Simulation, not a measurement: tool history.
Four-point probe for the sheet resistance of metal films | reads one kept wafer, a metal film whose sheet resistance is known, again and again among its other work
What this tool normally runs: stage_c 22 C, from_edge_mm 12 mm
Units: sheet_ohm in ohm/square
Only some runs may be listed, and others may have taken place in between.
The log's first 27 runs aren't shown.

run,hour,stage_c,from_edge_mm,sheet_ohm
28,743.8,20,68,0.060625
29,777.5,20,5,0.061154
30,792,28,12,0.060817
31,819.3,28,12,0.060791
32,847.8,32,4,0.061578
33,862.3,23,4,0.061517
34,887.6,23,4,0.061475
35,903.3,26,12,0.060801
36,935.3,22,19,0.060717
37,959.9,22,38,0.060674
38,981.9,33,42,0.060816

5 ways to go on from here, each from the tool as it stands after run 38. What would each give?
A,1014.6,22,59,?
B,1014.6,22,19,?
C,1014.6,31,42,?
D,1014.6,26,4,?
E,1014.6,20,8,?

run,sheet_ohm
A,0.060672
B,0.06071
C,0.060764
D,0.061541
E,0.060864
Stripped of hidden state, with their random variation kept, the same runs would have yielded:
run,sheet_ohm
A,0.060582
B,0.06062
C,0.060671
D,0.061449
E,0.060774
